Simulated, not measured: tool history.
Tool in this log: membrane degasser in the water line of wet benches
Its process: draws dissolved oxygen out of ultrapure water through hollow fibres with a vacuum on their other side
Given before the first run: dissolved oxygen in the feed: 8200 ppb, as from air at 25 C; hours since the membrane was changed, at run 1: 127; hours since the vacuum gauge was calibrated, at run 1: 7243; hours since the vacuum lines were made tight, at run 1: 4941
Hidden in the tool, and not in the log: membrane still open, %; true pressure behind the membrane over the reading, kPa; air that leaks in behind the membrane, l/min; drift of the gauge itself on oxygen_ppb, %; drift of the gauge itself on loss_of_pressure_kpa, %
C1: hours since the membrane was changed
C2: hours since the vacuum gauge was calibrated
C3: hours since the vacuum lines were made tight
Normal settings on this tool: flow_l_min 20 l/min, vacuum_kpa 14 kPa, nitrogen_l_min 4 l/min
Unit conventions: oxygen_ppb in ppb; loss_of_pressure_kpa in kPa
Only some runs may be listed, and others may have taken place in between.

{"run": 1, "hour": 0.0, "flow_l_min": 20, "vacuum_kpa": 14, "nitrogen_l_min": 4, "C1": 127, "C2": 7243, "C3": 4941, "oxygen_ppb": 171.4, "loss_of_pressure_kpa": 54.55}
{"run": 2, "hour": 57.9, "flow_l_min": 20, "vacuum_kpa": 14, "nitrogen_l_min": 4, "C1": 185, "C2": 7301, "C3": 4999, "oxygen_ppb": 169.5, "loss_of_pressure_kpa": 54.78}
{"run": 3, "hour": 110.0, "flow_l_min": 20, "vacuum_kpa": 14, "nitrogen_l_min": 4, "C1": 237, "C2": 7353, "C3": 5051, "oxygen_ppb": 167.6, "loss_of_pressure_kpa": 54.29}
{"run": 4, "hour": 199.7, "flow_l_min": 20, "vacuum_kpa": 14, "nitrogen_l_min": 4, "C1": 327, "C2": 7442, "C3": 5140, "oxygen_ppb": 170.8, "loss_of_pressure_kpa": 54.73}
{"run": 5, "hour": 284.4, "flow_l_min": 32, "vacuum_kpa": 14, "nitrogen_l_min": 4, "C1": 411, "C2": 7527, "C3": 5225, "oxygen_ppb": 449.7, "loss_of_pressure_kpa": 86.74}
{"run": 6, "hour": 359.0, "flow_l_min": 32, "vacuum_kpa": 14, "nitrogen_l_min": 4, "C1": 486, "C2": 7602, "C3": 5300, "oxygen_ppb": 443.1, "loss_of_pressure_kpa": 87.25}
{"hour": 383.7, "done": "vacuum gauge calibrated"}
{"run": 7, "hour": 451.8, "flow_l_min": 32, "vacuum_kpa": 14, "nitrogen_l_min": 6.47, "C1": 578, "C2": 68, "C3": 5392, "oxygen_ppb": 365.3, "loss_of_pressure_kpa": 87.18}
{"run": 8, "hour": 546.0, "flow_l_min": 32, "vacuum_kpa": 14, "nitrogen_l_min": 6.47, "C1": 672, "C2": 162, "C3": 5486, "oxygen_ppb": 373.8, "loss_of_pressure_kpa": 86.48}
{"run": 9, "hour": 613.7, "flow_l_min": 32, "vacuum_kpa": 14, "nitrogen_l_min": 6.47, "C1": 740, "C2": 230, "C3": 5554, "oxygen_ppb": 376.7, "loss_of_pressure_kpa": 86.9}
{"run": 10, "hour": 671.7, "flow_l_min": 22, "vacuum_kpa": 14, "nitrogen_l_min": 6.47, "C1": 798, "C2": 288, "C3": 5612, "oxygen_ppb": 149.4, "loss_of_pressure_kpa": 59.66}
{"run": 11, "hour": 753.8, "flow_l_min": 22, "vacuum_kpa": 25.1, "nitrogen_l_min": 6.47, "C1": 880, "C2": 370, "C3": 5694, "oxygen_ppb": 242.7, "loss_of_pressure_kpa": 59.49}
{"run": 12, "hour": 826.1, "flow_l_min": 22, "vacuum_kpa": 25.1, "nitrogen_l_min": 6.47, "C1": 953, "C2": 442, "C3": 5766, "oxygen_ppb": 238.2, "loss_of_pressure_kpa": 59.68}
{"run": 13, "hour": 866.5, "flow_l_min": 15, "vacuum_kpa": 25.1, "nitrogen_l_min": 7.62, "C1": 993, "C2": 483, "C3": 5807, "oxygen_ppb": 114.4, "loss_of_pressure_kpa": 40.41}
{"run": 14, "hour": 919.0, "flow_l_min": 30, "vacuum_kpa": 8.7, "nitrogen_l_min": 4, "C1": 1045, "C2": 535, "C3": 5859, "oxygen_ppb": 302.6, "loss_of_pressure_kpa": 80.6}
{"run": 15, "hour": 1001.7, "flow_l_min": 12, "vacuum_kpa": 20.6, "nitrogen_l_min": 5.38, "C1": 1128, "C2": 618, "C3": 5942, "oxygen_ppb": 98.4, "loss_of_pressure_kpa": 32.16}
{"run": 16, "hour": 1064.8, "flow_l_min": 12, "vacuum_kpa": 20.6, "nitrogen_l_min": 5.38, "C1": 1191, "C2": 681, "C3": 6005, "oxygen_ppb": 96.7, "loss_of_pressure_kpa": 32.32}
{"run": 17, "hour": 1123.4, "flow_l_min": 12, "vacuum_kpa": 20.6, "nitrogen_l_min": 5.38, "C1": 1250, "C2": 740, "C3": 6064, "oxygen_ppb": 98, "loss_of_pressure_kpa": 32.36}
{"run": 18, "hour": 1202.7, "flow_l_min": 20, "vacuum_kpa": 15.9, "nitrogen_l_min": 2.36, "C1": 1329, "C2": 819, "C3": 6143, "oxygen_ppb": 288.6, "loss_of_pressure_kpa": 53.82}
{"run": 19, "hour": 1244.1, "flow_l_min": 20, "vacuum_kpa": 15.9, "nitrogen_l_min": 2.36, "C1": 1371, "C2": 860, "C3": 6184, "oxygen_ppb": 289.3, "loss_of_pressure_kpa": 54.01}

Consider 3 possible next runs. They are alternatives, not a sequence: every one starts from the tool as it was left by run 19. What does each give?
{"run": "A", "hour": 1283.8, "flow_l_min": 15, "vacuum_kpa": 10, "nitrogen_l_min": 6.17, "C1": 1410, "C2": 900, "C3": 6224, "oxygen_ppb": "?", "loss_of_pressure_kpa": "?"}
{"run": "B", "hour": 1283.8, "flow_l_min": 19, "vacuum_kpa": 29.5, "nitrogen_l_min": 1.71, "C1": 1410, "C2": 900, "C3": 6224, "oxygen_ppb": "?", "loss_of_pressure_kpa": "?"}
{"run": "C", "hour": 1283.8, "flow_l_min": 14, "vacuum_kpa": 15.9, "nitrogen_l_min": 10.42, "C1": 1410, "C2": 900, "C3": 6224, "oxygen_ppb": "?", "loss_of_pressure_kpa": "?"}

run=A oxygen_ppb=49.5 loss_of_pressure_kpa=40.27
run=B oxygen_ppb=667.5 loss_of_pressure_kpa=50.75
run=C oxygen_ppb=48.9 loss_of_pressure_kpa=37.95
Take away the tool's hidden state, keep each run's random variation, and the runs would have read:
run=A oxygen_ppb=49.5 loss_of_pressure_kpa=40.81
run=B oxygen_ppb=667.3 loss_of_pressure_kpa=51.44
run=C oxygen_ppb=48.9 loss_of_pressure_kpa=38.47

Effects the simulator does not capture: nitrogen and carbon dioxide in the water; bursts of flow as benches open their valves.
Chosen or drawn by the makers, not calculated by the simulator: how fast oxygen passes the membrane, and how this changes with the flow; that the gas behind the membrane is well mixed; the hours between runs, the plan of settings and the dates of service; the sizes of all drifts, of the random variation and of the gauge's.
